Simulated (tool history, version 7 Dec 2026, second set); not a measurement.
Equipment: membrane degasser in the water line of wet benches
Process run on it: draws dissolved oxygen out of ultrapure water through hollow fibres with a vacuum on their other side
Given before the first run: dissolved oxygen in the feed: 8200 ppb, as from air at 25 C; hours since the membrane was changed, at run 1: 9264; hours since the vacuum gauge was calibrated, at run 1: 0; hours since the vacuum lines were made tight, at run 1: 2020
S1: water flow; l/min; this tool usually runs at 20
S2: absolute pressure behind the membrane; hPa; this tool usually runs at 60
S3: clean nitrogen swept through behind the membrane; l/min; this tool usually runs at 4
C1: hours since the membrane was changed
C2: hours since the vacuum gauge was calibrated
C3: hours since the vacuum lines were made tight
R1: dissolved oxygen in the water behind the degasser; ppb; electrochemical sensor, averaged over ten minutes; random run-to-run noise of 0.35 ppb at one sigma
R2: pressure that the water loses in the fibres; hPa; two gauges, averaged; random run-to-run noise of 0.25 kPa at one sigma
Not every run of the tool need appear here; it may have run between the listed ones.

{"run": 1, "day": 0.0, "S1": 20, "S2": 60, "S3": 4, "C1": 9264, "C2": 0, "C3": 2020, "R1": 36.5, "R2": 688}
{"run": 2, "day": 10.442, "S1": 20, "S2": 60, "S3": 4, "C1": 9515, "C2": 251, "C3": 2271, "R1": 36.5, "R2": 686.1}
{"run": 3, "day": 16.129, "S1": 20, "S2": 60, "S3": 4, "C1": 9651, "C2": 387, "C3": 2407, "R1": 36.6, "R2": 683.1}
{"run": 4, "day": 26.908, "S1": 20, "S2": 60, "S3": 1.63, "C1": 9910, "C2": 646, "C3": 2666, "R1": 81.7, "R2": 689.6}
{"run": 5, "day": 37.042, "S1": 20, "S2": 60, "S3": 1.63, "C1": 10153, "C2": 889, "C3": 2909, "R1": 82.3, "R2": 687.5}
{"run": 6, "day": 47.229, "S1": 20, "S2": 110.3, "S3": 4, "C1": 10398, "C2": 1134, "C3": 3153, "R1": 98.8, "R2": 691.1}
{"run": 7, "day": 57.371, "S1": 20, "S2": 110.3, "S3": 4, "C1": 10641, "C2": 1377, "C3": 3397, "R1": 97.9, "R2": 688.3}
{"run": 8, "day": 62.483, "S1": 20, "S2": 110.3, "S3": 4, "C1": 10764, "C2": 1500, "C3": 3520, "R1": 99.3, "R2": 686.1}
{"run": 9, "day": 73.329, "S1": 20, "S2": 110.3, "S3": 4, "C1": 11024, "C2": 1760, "C3": 3780, "R1": 99.6, "R2": 691.1}
{"run": 10, "day": 83.179, "S1": 20, "S2": 52.2, "S3": 4, "C1": 11260, "C2": 1996, "C3": 4016, "R1": 28, "R2": 695.5}
{"run": 11, "day": 89.546, "S1": 20, "S2": 52.2, "S3": 4, "C1": 11413, "C2": 2149, "C3": 4169, "R1": 28.2, "R2": 692.1}
{"run": 12, "day": 94.338, "S1": 20, "S2": 52.2, "S3": 4, "C1": 11528, "C2": 2264, "C3": 4284, "R1": 27.5, "R2": 697}
{"run": 13, "day": 100.329, "S1": 20, "S2": 60, "S3": 7.63, "C1": 11672, "C2": 2408, "C3": 4428, "R1": 21.9, "R2": 696.2}
{"run": 14, "day": 110.475, "S1": 20, "S2": 60, "S3": 7.63, "C1": 11916, "C2": 2651, "C3": 4671, "R1": 21.8, "R2": 695.5}
{"run": 15, "day": 115.962, "S1": 20, "S2": 60, "S3": 7.63, "C1": 12047, "C2": 2783, "C3": 4803, "R1": 21.6, "R2": 696}
{"run": 16, "day": 125.242, "S1": 20, "S2": 60, "S3": 7.63, "C1": 12270, "C2": 3006, "C3": 5026, "R1": 21.8, "R2": 691.7}
{"run": 17, "day": 132.204, "S1": 13, "S2": 60, "S3": 9.28, "C1": 12437, "C2": 3173, "C3": 5193, "R1": 10.8, "R2": 453}
{"run": 18, "day": 142.088, "S1": 22, "S2": 109.4, "S3": 5.8, "C1": 12674, "C2": 3410, "C3": 5430, "R1": 77.4, "R2": 769.2}
{"run": 19, "day": 150.9, "S1": 22, "S2": 109.4, "S3": 5.8, "C1": 12886, "C2": 3622, "C3": 5641, "R1": 77.7, "R2": 761.5}
{"run": 20, "day": 157.917, "S1": 20, "S2": 60, "S3": 1.69, "C1": 13054, "C2": 3790, "C3": 5810, "R1": 84.5, "R2": 697.7}
{"day": 160.146, "done": "seals of the vacuum lines changed"}
{"run": 21, "day": 167.9, "S1": 20, "S2": 60, "S3": 1.69, "C1": 13292, "C2": 4028, "C3": 186, "R1": 82.1, "R2": 698.4}
{"run": 22, "day": 177.312, "S1": 13, "S2": 103.6, "S3": 4.71, "C1": 13518, "C2": 4253, "C3": 412, "R1": 49, "R2": 452}
{"day": 180.321, "done": "vacuum gauge calibrated"}
{"run": 23, "day": 187.017, "S1": 13, "S2": 103.6, "S3": 4.71, "C1": 13750, "C2": 161, "C3": 644, "R1": 50, "R2": 454.1}
{"run": 24, "day": 196.562, "S1": 15, "S2": 70.2, "S3": 5.34, "C1": 13979, "C2": 390, "C3": 874, "R1": 28, "R2": 525.9}
{"run": 25, "day": 206.571, "S1": 30, "S2": 70.8, "S3": 3.99, "C1": 14219, "C2": 630, "C3": 1114, "R1": 84.5, "R2": 1050.2}
{"run": 26, "day": 217.662, "S1": 32, "S2": 39.6, "S3": 4.81, "C1": 14486, "C2": 896, "C3": 1380, "R1": 30.4, "R2": 1120.9}
{"run": 27, "day": 224.867, "S1": 25, "S2": 117.6, "S3": 2.05, "C1": 14658, "C2": 1069, "C3": 1553, "R1": 245.8, "R2": 880.9}
{"run": 28, "day": 229.967, "S1": 32, "S2": 149.7, "S3": 4.9, "C1": 14781, "C2": 1191, "C3": 1675, "R1": 200.3, "R2": 1128.5}
{"run": 29, "day": 235.067, "S1": 32, "S2": 39.7, "S3": 3.7, "C1": 14903, "C2": 1314, "C3": 1798, "R1": 35.4, "R2": 1123.7}
{"run": 30, "day": 239.654, "S1": 32, "S2": 39.7, "S3": 3.7, "C1": 15013, "C2": 1424, "C3": 1908, "R1": 35.1, "R2": 1131.1}
{"run": 31, "day": 246.275, "S1": 25, "S2": 60, "S3": 10.42, "C1": 15172, "C2": 1583, "C3": 2067, "R1": 25.1, "R2": 878.1}
{"run": 32, "day": 251.125, "S1": 20, "S2": 146.7, "S3": 10.12, "C1": 15289, "C2": 1699, "C3": 2183, "R1": 60, "R2": 704.8}

Hidden state or all else? Some run-to-run changes of R1, split into what the settings, what came in and random variation would give without the hidden state, and what is left for the hidden state (with any gauge scatter that isn't in both results):
What the log doesn't record here: membrane still open, %; true pressure behind the membrane over the reading, kPa; air that leaks in behind the membrane, l/min; drift of the gauge itself on oxygen_ppb, %; drift of the gauge itself on loss_of_pressure_kpa, %.
Run 9 -> 10: S2 110.3 -> 52.2. R1 -71.6 ppb: hidden state -1.2, all else -70.4.
Run 17 -> 18: S1 13 -> 22, S2 60 -> 109.4, S3 9.28 -> 5.8. R1 +66.6 ppb: hidden state +2.9, all else +63.7.
Run 24 -> 25: S1 15 -> 30, S2 70.2 -> 70.8, S3 5.34 -> 3.99. R1 +56.5 ppb: hidden state +4.6, all else +51.9.
Run 26 -> 27: S1 32 -> 25, S2 39.6 -> 117.6, S3 4.81 -> 2.05. R1 +215.4 ppb: hidden state -1.1, all else +216.5.
Run 28 -> 29: S2 149.7 -> 39.7, S3 4.9 -> 3.7. R1 -164.9 ppb: hidden state +0.1, all else -165.
Run 30 -> 31: S1 32 -> 25, S2 39.7 -> 60, S3 3.7 -> 10.42. R1 -10 ppb: hidden state -4, all else -6.
